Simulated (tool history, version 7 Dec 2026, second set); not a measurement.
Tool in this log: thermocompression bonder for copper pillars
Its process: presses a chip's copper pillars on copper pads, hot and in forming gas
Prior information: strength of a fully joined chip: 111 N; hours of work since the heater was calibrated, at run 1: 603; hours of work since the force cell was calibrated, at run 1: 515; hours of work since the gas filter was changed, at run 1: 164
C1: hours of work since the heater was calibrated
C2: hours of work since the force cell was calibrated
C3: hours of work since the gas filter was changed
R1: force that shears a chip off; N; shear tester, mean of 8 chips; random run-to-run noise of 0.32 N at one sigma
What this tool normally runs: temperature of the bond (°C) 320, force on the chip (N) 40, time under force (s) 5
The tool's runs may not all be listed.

run 1 hour=0.0 | temperature_of_the_bond_(°C)=320 force_on_the_chip_(N)=40 time_under_force_(s)=5 | C1=603 C2=515 C3=164 | R1=62.3
run 2 hour=19.8 | temperature_of_the_bond_(°C)=320 force_on_the_chip_(N)=40 time_under_force_(s)=5 | C1=614 C2=525 C3=175 | R1=62.5
run 3 hour=41.3 | temperature_of_the_bond_(°C)=320 force_on_the_chip_(N)=40 time_under_force_(s)=12 | C1=626 C2=537 C3=187 | R1=80.4
run 4 hour=67.7 | temperature_of_the_bond_(°C)=320 force_on_the_chip_(N)=40 time_under_force_(s)=4 | C1=640 C2=552 C3=201 | R1=58.2
run 5 hour=109.3 | temperature_of_the_bond_(°C)=320 force_on_the_chip_(N)=40 time_under_force_(s)=5 | C1=663 C2=574 C3=224 | R1=62.5
run 6 hour=134.9 | temperature_of_the_bond_(°C)=320 force_on_the_chip_(N)=40 time_under_force_(s)=5 | C1=677 C2=588 C3=238 | R1=62.5
-- hour=150.9 forming gas filter changed
run 7 hour=176.9 | temperature_of_the_bond_(°C)=322 force_on_the_chip_(N)=40 time_under_force_(s)=5 | C1=699 C2=611 C3=14 | R1=64.9
run 8 hour=215.4 | temperature_of_the_bond_(°C)=322 force_on_the_chip_(N)=40 time_under_force_(s)=5 | C1=720 C2=632 C3=35 | R1=65.2
run 9 hour=256.0 | temperature_of_the_bond_(°C)=340 force_on_the_chip_(N)=40 time_under_force_(s)=5 | C1=743 C2=654 C3=57 | R1=73.5
run 10 hour=286.7 | temperature_of_the_bond_(°C)=298 force_on_the_chip_(N)=40 time_under_force_(s)=5 | C1=759 C2=671 C3=74 | R1=53.9
run 11 hour=326.6 | temperature_of_the_bond_(°C)=298 force_on_the_chip_(N)=40 time_under_force_(s)=5 | C1=781 C2=693 C3=96 | R1=54.2
-- hour=330.8 heater calibrated with a thermocouple chip
run 12 hour=346.2 | temperature_of_the_bond_(°C)=298 force_on_the_chip_(N)=40 time_under_force_(s)=5 | C1=8 C2=702 C3=105 | R1=55.2
-- hour=358.6 force cell calibrated
run 13 hour=380.2 | temperature_of_the_bond_(°C)=320 force_on_the_chip_(N)=58 time_under_force_(s)=5 | C1=26 C2=12 C3=123 | R1=73.0
run 14 hour=420.1 | temperature_of_the_bond_(°C)=320 force_on_the_chip_(N)=30 time_under_force_(s)=5 | C1=48 C2=34 C3=145 | R1=55.3
run 15 hour=450.7 | temperature_of_the_bond_(°C)=338 force_on_the_chip_(N)=40 time_under_force_(s)=3 | C1=65 C2=50 C3=162 | R1=60.7

Run 16 is up next; what results do you expect?
run 16 hour=470.6 | temperature_of_the_bond_(°C)=340 force_on_the_chip_(N)=44 time_under_force_(s)=5 | C1=75 C2=61 C3=172 | R1=?

R1: 74.6 N
Minus the tool's unlogged condition, the same run would have read R1 72.1 N.
